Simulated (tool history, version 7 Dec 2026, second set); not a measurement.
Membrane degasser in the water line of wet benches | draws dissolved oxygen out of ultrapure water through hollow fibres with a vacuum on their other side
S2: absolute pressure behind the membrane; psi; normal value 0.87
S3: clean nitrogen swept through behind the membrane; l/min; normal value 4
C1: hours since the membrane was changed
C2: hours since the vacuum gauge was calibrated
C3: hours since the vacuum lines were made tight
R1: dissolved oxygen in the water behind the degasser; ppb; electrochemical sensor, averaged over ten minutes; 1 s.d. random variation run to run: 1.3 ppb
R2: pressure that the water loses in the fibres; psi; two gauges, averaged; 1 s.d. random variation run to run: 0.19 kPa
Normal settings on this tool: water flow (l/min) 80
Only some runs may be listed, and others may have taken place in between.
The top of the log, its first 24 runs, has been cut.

{"run": 25, "day": 102.821, "water flow (l/min)": 75, "S2": 1.379, "S3": 2.95, "C1": 4145, "C2": 659, "C3": 2294, "R1": 337, "R2": 5.413}
{"run": 26, "day": 109.029, "water flow (l/min)": 75, "S2": 1.379, "S3": 2.95, "C1": 4294, "C2": 808, "C3": 2443, "R1": 336.3, "R2": 5.453}
{"run": 27, "day": 114.817, "water flow (l/min)": 80, "S2": 0.975, "S3": 4, "C1": 4433, "C2": 946, "C3": 2582, "R1": 161.1, "R2": 5.784}
{"run": 28, "day": 118.004, "water flow (l/min)": 83, "S2": 0.631, "S3": 1.73, "C1": 4510, "C2": 1023, "C3": 2659, "R1": 116.4, "R2": 5.954}
{"run": 29, "day": 121.321, "water flow (l/min)": 55, "S2": 1.578, "S3": 4, "C1": 4589, "C2": 1103, "C3": 2738, "R1": 239.4, "R2": 3.935}
{"run": 30, "day": 127.471, "water flow (l/min)": 55, "S2": 1.578, "S3": 4, "C1": 4737, "C2": 1250, "C3": 2886, "R1": 236.8, "R2": 3.97}
{"run": 31, "day": 130.971, "water flow (l/min)": 88, "S2": 1.169, "S3": 6.6, "C1": 4821, "C2": 1334, "C3": 2970, "R1": 158.5, "R2": 6.351}
{"run": 32, "day": 135.867, "water flow (l/min)": 57, "S2": 0.87, "S3": 2.76, "C1": 4938, "C2": 1452, "C3": 3087, "R1": 133.3, "R2": 4.147}
{"run": 33, "day": 141.896, "water flow (l/min)": 57, "S2": 0.87, "S3": 2.76, "C1": 5083, "C2": 1596, "C3": 3232, "R1": 132.6, "R2": 4.193}

Consider 3 possible next runs. They are alternatives, not a sequence: every one starts from the tool as it was left by run 33. What does each give?
{"run": "A", "day": 144.604, "water flow (l/min)": 80, "S2": 1.994, "S3": 1.77, "C1": 5148, "C2": 1661, "C3": 3297, "R1": "?", "R2": "?"}
{"run": "B", "day": 144.604, "water flow (l/min)": 80, "S2": 0.87, "S3": 4.78, "C1": 5148, "C2": 1661, "C3": 3297, "R1": "?", "R2": "?"}
{"run": "C", "day": 144.604, "water flow (l/min)": 65, "S2": 0.87, "S3": 4, "C1": 5148, "C2": 1661, "C3": 3297, "R1": "?", "R2": "?"}

run=A R1=858.6 R2=5.842
run=B R1=115.4 R2=5.819
run=C R1=110.6 R2=4.747
The same runs, with their run-to-run variation unchanged, on a tool lacking any hidden condition would have given:
run=A R1=847.4 R2=5.59
run=B R1=108.7 R2=5.568
run=C R1=104.5 R2=4.544

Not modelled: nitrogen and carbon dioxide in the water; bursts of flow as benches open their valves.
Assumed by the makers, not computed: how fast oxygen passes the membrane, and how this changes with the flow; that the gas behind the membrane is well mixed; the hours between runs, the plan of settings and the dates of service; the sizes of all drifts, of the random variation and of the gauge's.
